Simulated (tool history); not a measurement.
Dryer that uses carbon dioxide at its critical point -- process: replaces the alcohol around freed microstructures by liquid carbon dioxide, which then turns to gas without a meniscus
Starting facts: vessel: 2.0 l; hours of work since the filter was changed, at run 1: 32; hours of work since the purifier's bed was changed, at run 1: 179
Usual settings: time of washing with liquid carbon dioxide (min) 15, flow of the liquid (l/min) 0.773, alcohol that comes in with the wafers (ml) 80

| run | hour | time of washing with liquid carbon dioxide (min) | flow of the liquid (l/min) | alcohol that comes in with the wafers (ml) | hours of work since the filter was changed | hours of work since the purifier's bed was changed | alcohol left in the vessel before it's heated (ppm by volume) |
|---|---|---|---|---|---|---|---|
| 1 | 0.0 | 15 | 0.773 | 80 | 32 | 179 | 612 |
| 2 | 9.2 | 15 | 0.773 | 80 | 38 | 185 | 612 |
| 3 | 17.8 | 15 | 0.773 | 80 | 44 | 191 | 623 |
| 4 | 25.1 | 15 | 0.773 | 80 | 49 | 196 | 619 |
| 5 | 34.6 | 15 | 0.773 | 80 | 55 | 202 | 642 |
| 6 | 41.3 | 15 | 0.773 | 80 | 59 | 206 | 623 |
| 7 | 45.7 | 19 | 0.773 | 80 | 62 | 209 | 231 |
| 8 | 53.5 | 19 | 0.773 | 80 | 67 | 214 | 233 |
| 9 | 59.2 | 19 | 0.773 | 80 | 71 | 218 | 225 |
| 10 | 63.8 | 15 | 0.773 | 80 | 74 | 221 | 673 |
| 11 | 68.9 | 14 | 0.773 | 80 | 78 | 225 | 863 |
| 12 | 78.4 | 14 | 0.773 | 80 | 84 | 231 | 851 |
| 13 | 87.5 | 14 | 0.773 | 80 | 90 | 237 | 868 |
| 14 | 95.0 | 14 | 0.773 | 80 | 95 | 242 | 861 |
| 15 | 101.5 | 15 | 0.773 | 80 | 99 | 246 | 672 |
| 16 | 109.0 | 15 | 0.773 | 80 | 104 | 251 | 675 |
| 17 | 118.2 | 15 | 0.773 | 80 | 110 | 257 | 690 |
| 18 | 126.9 | 15 | 0.773 | 80 | 116 | 262 | 704 |
| 19 | 135.7 | 15 | 1.261 | 80 | 121 | 268 | 80 |
| 20 | 145.0 | 12 | 0.773 | 80 | 127 | 274 | 1519 |
| 21 | 153.6 | 12 | 0.773 | 80 | 133 | 280 | 1551 |
| 22 | 163.3 | 12 | 0.773 | 80 | 139 | 286 | 1591 |
| 23 | 167.5 | 15 | 0.773 | 80 | 142 | 289 | 720 |
| 24 | 172.9 | 15 | 1.001 | 80 | 146 | 293 | 228 |
| 25 | 177.3 | 15 | 0.773 | 78 | 149 | 296 | 684 |
| 26 | 186.6 | 15 | 0.773 | 78 | 155 | 302 | 734 |
| 27 | 195.5 | 12 | 0.858 | 78 | 160 | 307 | 1092 |
| 28 | 200.9 | 12 | 0.773 | 80 | 164 | 311 | 1606 |
| 29 | 206.7 | 12 | 0.773 | 80 | 168 | 315 | 1547 |
| 30 | 214.1 | 15 | 0.505 | 80 | 173 | 320 | 3032 |
| 31 | 223.7 | 11 | 0.505 | 80 | 179 | 326 | 6013 |
| 32 | 230.4 | 12 | 1.102 | 22 | 183 | 330 | 152 |
| 33 | 239.6 | 13 | 0.517 | 21 | 189 | 336 | 1149 |
| 34 | 245.9 | 15 | 0.594 | 105 | 194 | 340 | 2533 |
| 35 | 253.8 | 12 | 0.879 | 39 | 199 | 346 | 546 |
| 36 | 263.0 | 15 | 0.773 | 82 | 205 | 352 | 826 |
| 37 | 270.8 | 18 | 0.727 | 42 | 210 | 357 | 288 |
| 38 | 279.1 | 18 | 0.727 | 42 | 215 | 362 | 288 |
| 39 | 285.6 | 18 | 0.727 | 42 | 219 | 366 | 279 |
| 40 | 293.4 | 18 | 1.061 | 100 | 225 | 372 | 115 |
| 41 | 302.4 | 12 | 1.311 | 21 | 231 | 377 | 91 |
| 42 | 308.7 | 23 | 0.556 | 62 | 235 | 382 | 489 |
| 43 | 315.0 | 23 | 1.256 | 65 | 239 | 386 | 62 |
| 44 | 321.7 | 23 | 1.256 | 65 | 243 | 390 | 54 |
| 45 | 325.7 | 23 | 1.256 | 65 | 246 | 393 | 49 |

How would selected steps in alcohol left in the vessel before it's heated (ppm by volume) from run to run divide? Give the signed amount a tool lacking its hidden state would still show from settings, what came in and random variation, and the signed amount left for the hidden state, including any gauge scatter that is not in both of the compared results.
The tool's hidden condition here consists of: flow that reaches the vessel past the clogged filter, %; alcohol in the recycled carbon dioxide, ppm; drift of the gauge itself on alcohol_ppm, %.
Run 30 -> 31: time of washing with liquid carbon dioxide (min) 15 -> 11. alcohol left in the vessel before it's heated (ppm by volume) +2981: hidden state +255, all else +2726.
Run 31 -> 32: time of washing with liquid carbon dioxide (min) 11 -> 12, flow of the liquid (l/min) 0.505 -> 1.102, alcohol that comes in with the wafers (ml) 80 -> 22. alcohol left in the vessel before it's heated (ppm by volume) -5861: hidden state -691, all else -5170.
Run 33 -> 34: time of washing with liquid carbon dioxide (min) 13 -> 15, flow of the liquid (l/min) 0.517 -> 0.594, alcohol that comes in with the wafers (ml) 21 -> 105. alcohol left in the vessel before it's heated (ppm by volume) +1384: hidden state +329, all else +1055.
Run 34 -> 35: time of washing with liquid carbon dioxide (min) 15 -> 12, flow of the liquid (l/min) 0.594 -> 0.879, alcohol that comes in with the wafers (ml) 105 -> 39. alcohol left in the vessel before it's heated (ppm by volume) -1987: hidden state -373, all else -1614.

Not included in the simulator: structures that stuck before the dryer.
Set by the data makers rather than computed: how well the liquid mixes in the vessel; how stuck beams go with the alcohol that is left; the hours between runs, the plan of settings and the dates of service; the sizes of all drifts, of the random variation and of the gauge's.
